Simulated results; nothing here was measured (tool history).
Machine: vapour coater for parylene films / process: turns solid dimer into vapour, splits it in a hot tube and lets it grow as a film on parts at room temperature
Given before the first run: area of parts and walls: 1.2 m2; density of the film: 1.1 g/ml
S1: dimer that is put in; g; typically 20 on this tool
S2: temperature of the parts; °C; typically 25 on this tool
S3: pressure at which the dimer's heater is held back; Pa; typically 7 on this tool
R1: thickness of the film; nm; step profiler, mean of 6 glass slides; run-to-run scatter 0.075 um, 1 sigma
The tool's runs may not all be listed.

run	hour	S1	S2	S3	R1
1	0	20	25	7	9440
2	19	20	25	7	9360
3	42.9	20	21	7	10860
4	57.2	20	32	7	7360
5	72.8	20	32	7	7400
6	90.2	22	25	7	10390
7	115.6	22	25	7	10410
8	135.4	22	25	7	10390
9	157.1	22	25	7	10330
10	177	11	25	7	5110
11	203.6	11	25	9.1	4990
12	219.1	11	25	9.1	5050
13	239.4	13	25	7	6090
14	262.6	13	25	7	6090
15	284.1	20	25	6.47	9380
16	308.7	20	20	7	11150
# hour 321.6: trap's valve overhauled
17	338.5	20	25	7	9460
18	363	20	25	7	9460
19	375.5	20	25	7	9490
20	402.1	20	25	7	9570
21	422.1	20	25	7	9330
22	447.3	20	25	7	9320
23	468	20	25	7	9430
24	484.6	20	25	7	9380
25	509.5	20	28	7.62	8360
26	531.5	21	25	7	9930
27	547.2	18	28	10.26	7400
28	572.5	11	24	3.06	5860
29	591.6	11	24	3.06	5820
30	617.5	9	29	5.58	3750
31	644.2	9	29	5.58	3760
32	657	34	31	3.91	13950
33	671.7	20	19	7	11440
34	695.9	20	19	7	11620
35	717.6	20	19	7	11490
36	742.7	15	25	4.44	7440
37	768.4	15	25	4.44	7420
38	794.5	20	19	5.64	11660
39	813.9	20	30	6.7	7880
40	835.8	11	23	7	5550
41	847.9	11	23	7	5560
42	872	11	23	7	5630
43	896.6	10	20	7	5600
44	916.3	10	20	7	5550
45	940.5	22	22	10.56	11050
46	953.8	29	23	10.56	14110
47	969.8	13	20	5.52	7430

Below are 3 alternative next runs, each starting from the tool's condition after run 47. Predict each:
A	988	21	25	7	?
B	988	30	20	6.06	?
C	988	13	20	3.29	?

run	R1
A	9890
B	16920
C	7860
Take away the tool's hidden state, keep each run's random variation, and the runs would have read:
run	R1
A	9920
B	16970
C	7890
